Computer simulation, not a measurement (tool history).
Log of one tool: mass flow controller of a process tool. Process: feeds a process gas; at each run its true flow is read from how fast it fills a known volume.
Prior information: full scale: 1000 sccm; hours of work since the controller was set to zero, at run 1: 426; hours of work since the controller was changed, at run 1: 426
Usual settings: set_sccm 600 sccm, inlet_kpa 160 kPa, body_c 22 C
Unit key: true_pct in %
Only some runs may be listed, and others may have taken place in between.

run,hour,set_sccm,inlet_kpa,body_c,hours of work since the controller was set to zero,hours of work since the controller was changed,true_pct
1,0.0,600,160,22,426,426,98.87
2,74.6,600,157,22,461,461,98.74
3,126.3,600,157,22,485,485,98.71
4,184.4,123,160,22,512,512,97.70
5,247.7,123,160,22,542,542,97.63
6,317.3,600,160,20,574,574,98.37
7,357.5,600,160,22,593,593,98.79
8,405.2,600,160,22,615,615,98.51
9,471.0,600,160,22,646,646,98.66
10,521.4,600,160,22,670,670,98.50
11,564.0,600,160,22,690,690,98.76
12,621.5,600,160,22,716,716,98.62
13,658.2,600,160,22,734,734,98.56
14,731.9,600,160,22,768,768,98.53
15,807.2,600,160,22,803,803,98.53
16,857.9,600,160,24,827,827,98.80
17,937.0,600,160,24,864,864,98.79
18,974.6,600,160,24,881,881,98.67
19,1046.7,600,160,24,915,915,98.78
20,1091.5,600,160,22,936,936,98.49
21,1144.4,600,160,22,961,961,98.47
# hour 1151.2: controller's zero set anew
22,1180.1,600,160,22,13,977,98.33
23,1231.4,600,160,23,37,1001,98.37
24,1291.5,559,160,39,66,1029,100.10
25,1366.2,429,160,30,100,1064,98.78
26,1413.5,147,154,22,123,1086,96.47
27,1489.3,147,154,22,158,1122,96.45
# hour 1519.5: controller's zero set anew, once more
28,1559.6,147,154,22,19,1154,98.08
29,1616.5,147,154,22,45,1181,97.95
30,1654.4,597,215,22,63,1199,98.90
31,1700.7,465,160,21,85,1220,98.31
32,1753.1,465,160,21,109,1245,98.20
33,1790.1,465,160,21,126,1262,98.26
34,1866.6,344,236,22,162,1298,98.72
35,1915.5,344,236,22,185,1321,98.44
36,1968.6,725,236,22,210,1345,99.12
37,2029.1,337,253,21,238,1374,98.59
38,2094.4,128,140,27,269,1404,98.06
39,2155.0,128,140,27,297,1433,98.00
40,2215.0,128,140,27,325,1461,97.93
41,2276.6,456,159,26,354,1489,98.78
42,2317.3,924,246,29,373,1508,99.90
43,2389.7,101,186,29,407,1542,98.03
44,2463.0,101,254,28,441,1576,98.07
45,2505.8,600,157,22,461,1596,98.34
46,2573.9,164,268,22,493,1628,97.92

Hidden state at the last listed run before each entry between runs and at the first one after, where it differs:
Run 21 -> run 22: controller's zero set anew (hour 1151.2)
  flow at rest that the sensor doesn't see, % of full scale: -0.164 -> -0.233; true flow over the shown one, %: -0.36 -> -0.37
  measured minus no-state result, true_pct: -0.63 -> -0.76 %
Run 27 -> run 28: controller's zero set anew, once more (hour 1519.5)
  flow at rest that the sensor doesn't see, % of full scale: -0.254 -> -0.042; true flow over the shown one, %: -0.4 -> -0.41
  measured minus no-state result, true_pct: -2.13 -> -0.69 %

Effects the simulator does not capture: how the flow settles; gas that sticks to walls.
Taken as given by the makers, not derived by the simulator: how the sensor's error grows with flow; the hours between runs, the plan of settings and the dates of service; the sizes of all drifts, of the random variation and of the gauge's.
